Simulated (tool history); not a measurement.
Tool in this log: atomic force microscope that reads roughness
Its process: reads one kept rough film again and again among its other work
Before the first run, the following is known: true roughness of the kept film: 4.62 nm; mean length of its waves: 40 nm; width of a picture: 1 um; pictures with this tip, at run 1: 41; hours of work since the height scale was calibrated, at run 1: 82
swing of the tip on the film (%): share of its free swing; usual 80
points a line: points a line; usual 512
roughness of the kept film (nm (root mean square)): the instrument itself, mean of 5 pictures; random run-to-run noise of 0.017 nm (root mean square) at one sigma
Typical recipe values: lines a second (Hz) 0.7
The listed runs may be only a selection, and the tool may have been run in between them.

run     day  lines a second (Hz)  swing of the tip on the film (%)  points a line  pictures with this tip  hours of work since the height scale was calibrated  roughness of the kept film (nm (root mean square))
  1       0                  0.7                                80            512                      41                                                   82                                               4.094
  2     0.4                  0.7                                80            512                      53                                                   86                                                4.07
  3   0.721                  0.7                                80            512                      62                                                   89                                               4.095
  4   1.083                  0.7                                80            512                      72                                                   93                                               4.092
  5   1.325                  0.7                                80            512                      79                                                   96                                               4.074
  6   1.642                  0.7                                80            512                      88                                                   99                                               4.038
  7    1.85                  0.7                                80            512                      94                                                  101                                               4.072
  8   2.129                1.087                                80            512                     102                                                  104                                                3.97
  9   2.425                1.087                                80            512                     111                                                  108                                               3.966
 10   2.767                3.921                                80            512                     121                                                  111                                               3.375
 11   3.138                3.921                                80            512                     131                                                  115                                               3.345
 12   3.462                  0.7                                80            512                     141                                                  119                                               4.079
 13   3.646                  0.7                                80            512                     146                                                  121                                               4.085
        3.9  -- new tip fitted
 14   3.975                  0.7                                80            512                       2                                                  124                                               4.071
 15   4.158                  0.7                                80            512                       7                                                  126                                               4.091
 16   4.542                  0.7                                80            512                      18                                                  130                                               4.087
 17   4.792                  0.7                                80            512                      26                                                  133                                               4.089
 18    5.05                  0.7                                80            512                      33                                                  135                                               4.082
 19   5.446                  0.7                                80            512                      44                                                  140                                               4.068
 20   5.704                  0.7                                80            512                      52                                                  142                                               4.057
 21   6.012                  0.7                                80            512                      61                                                  146                                               4.099
 22     6.2                  0.7                                80            512                      66                                                  148                                               4.069
 23   6.529                  0.7                                86            512                      76                                                  151                                               4.054
 24   6.767                0.734                                80            512                      82                                                  154                                               4.095
 25   6.971                0.734                                80            512                      88                                                  156                                               4.057
 26   7.162                  0.7                                80            512                      94                                                  158                                               4.052
 27   7.483                  0.7                                80            512                     103                                                  161                                               4.082
 28   7.696                1.438                                88            749                     109                                                  164                                               3.748
 29   7.912                1.438                                88            749                     115                                                  166                                               3.714
 30   8.192                0.708                                78            512                     123                                                  169                                               4.063
 31   8.488                1.511                                68            405                     132                                                  172                                               4.048
 32   8.821                0.891                                80            683                     142                                                  176                                               4.025
 33   9.171                0.543                                57            529                     152                                                  179                                               4.222
      9.225  -- new tip fitted
 34   9.408                0.602                                85            256                       5                                                  182                                               4.016
 35   9.788                0.763                                72            341                      16                                                  186                                                4.08
 36  10.096                2.365                                56            439                      25                                                  189                                               4.116
 37  10.392                2.365                                56            439                      33                                                  192                                               4.123
 38  10.625                2.612                                67            512                      40                                                  195                                               3.884
 39  11.033                1.275                                57            989                      52                                                  199                                               4.178
 40  11.312                2.727                                56            302                      60                                                  202                                               4.036
 41  11.525                2.259                                56            688                      66                                                  204                                               4.126
 42  11.788                2.259                                79            606                      73                                                  207                                                3.73
 43  12.179                1.473                                90            606                      85                                                  211                                                3.68
 44  12.442                 1.59                                80            606                      92                                                  214                                               3.848
 45  12.833                 3.65                                69            428                     104                                                  218                                               3.753
 46    13.2                 3.65                                67            406                     114                                                  222                                               3.787
 47  13.567                1.594                                83            512                     125                                                  226                                               3.773
 48  13.917                  0.7                                61            322                     135                                                  230                                               4.182
 49  14.279                  0.7                                61            322                     145                                                  234                                               4.171
     14.554  -- new tip fitted
 50  14.625                  0.7                                87            884                       2                                                  237                                               4.005
 51  14.921                  0.7                                87            884                      10                                                  241                                                4.01
 52  15.212                0.571                                87            884                      18                                                  244                                               4.046
 53  15.508                0.689                                80            512                      27                                                  247                                                4.12

Entry by entry between the runs, the difference in hidden state between the last listed run before and the first listed run after:
From run 13 to run 14: new tip fitted (day 3.9)
  radius of the tip, nm: 7.3 -> 7
From run 33 to run 34: new tip fitted (day 9.225)
  radius of the tip, nm: 7.3 -> 7
From run 49 to run 50: new tip fitted (day 14.554)
  radius of the tip, nm: 7.3 -> 7

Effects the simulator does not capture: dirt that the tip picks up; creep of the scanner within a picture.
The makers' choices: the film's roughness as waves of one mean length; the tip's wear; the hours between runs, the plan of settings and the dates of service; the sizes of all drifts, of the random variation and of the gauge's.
